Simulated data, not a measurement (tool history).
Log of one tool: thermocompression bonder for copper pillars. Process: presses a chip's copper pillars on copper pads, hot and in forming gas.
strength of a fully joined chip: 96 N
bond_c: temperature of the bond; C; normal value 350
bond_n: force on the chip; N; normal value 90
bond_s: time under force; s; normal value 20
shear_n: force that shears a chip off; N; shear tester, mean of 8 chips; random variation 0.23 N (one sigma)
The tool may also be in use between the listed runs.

run 1 hour=0 | bond_c=350 bond_n=90 bond_s=20 | shear_n=53
run 2 hour=18.8 | bond_c=350 bond_n=92 bond_s=20 | shear_n=54.2
run 3 hour=33 | bond_c=350 bond_n=90 bond_s=12 | shear_n=44.7
run 4 hour=49.6 | bond_c=350 bond_n=90 bond_s=12 | shear_n=44.8
run 5 hour=60.4 | bond_c=350 bond_n=90 bond_s=20 | shear_n=53.3
run 6 hour=75.5 | bond_c=350 bond_n=90 bond_s=20 | shear_n=53.1
run 7 hour=89.2 | bond_c=350 bond_n=90 bond_s=20 | shear_n=53.1
run 8 hour=107.3 | bond_c=350 bond_n=90 bond_s=20 | shear_n=53.2
run 9 hour=117 | bond_c=350 bond_n=66 bond_s=20 | shear_n=41.7
run 10 hour=128.3 | bond_c=350 bond_n=90 bond_s=20 | shear_n=52.4
run 11 hour=145.1 | bond_c=350 bond_n=90 bond_s=20 | shear_n=52.3
run 12 hour=159.5 | bond_c=350 bond_n=90 bond_s=20 | shear_n=52.8
run 13 hour=180.2 | bond_c=350 bond_n=90 bond_s=36 | shear_n=62.1
-- hour=183.9 heater calibrated with a thermocouple chip
-- hour=197.4 forming gas filter changed
run 14 hour=201.6 | bond_c=373 bond_n=90 bond_s=38 | shear_n=77.1
run 15 hour=220.5 | bond_c=373 bond_n=90 bond_s=38 | shear_n=77
-- hour=233.5 heater calibrated with a thermocouple chip, once more
run 16 hour=234.5 | bond_c=354 bond_n=59 bond_s=22 | shear_n=40.1
run 17 hour=245.4 | bond_c=354 bond_n=59 bond_s=22 | shear_n=40.2
run 18 hour=266.8 | bond_c=327 bond_n=82 bond_s=11 | shear_n=28.9
run 19 hour=277.8 | bond_c=327 bond_n=82 bond_s=11 | shear_n=28.9
run 20 hour=297.4 | bond_c=360 bond_n=102 bond_s=20 | shear_n=61.6
run 21 hour=306.5 | bond_c=350 bond_n=90 bond_s=40 | shear_n=63.3

A few steps of shear_n between consecutive runs. Split each: what settings, incoming material and random variation would produce without the hidden state, and what is left over for the hidden state, along with gauge scatter present in only one of the two compared results (measured, and without hidden state):
Hidden state present: true temperature of the bond over the reading, C; force that reaches the chip, % of what is set; oxide that the forming gas leaves, % of the face; drift of the gauge itself on shear_n, %.
Run 13 -> 14: bond_c 350 -> 373, bond_s 36 -> 38, heater calibrated with a thermocouple chip, forming gas filter changed. shear_n +15 N: hidden state +2.5, all else +12.5.
Run 15 -> 16: bond_c 373 -> 354, bond_n 90 -> 59, bond_s 38 -> 22, heater calibrated with a thermocouple chip, once more. shear_n -36.9 N: hidden state -2.4, all else -34.5.
Run 19 -> 20: bond_c 327 -> 360, bond_n 82 -> 102, bond_s 11 -> 20. shear_n +32.7 N: hidden state +0, all else +32.7.
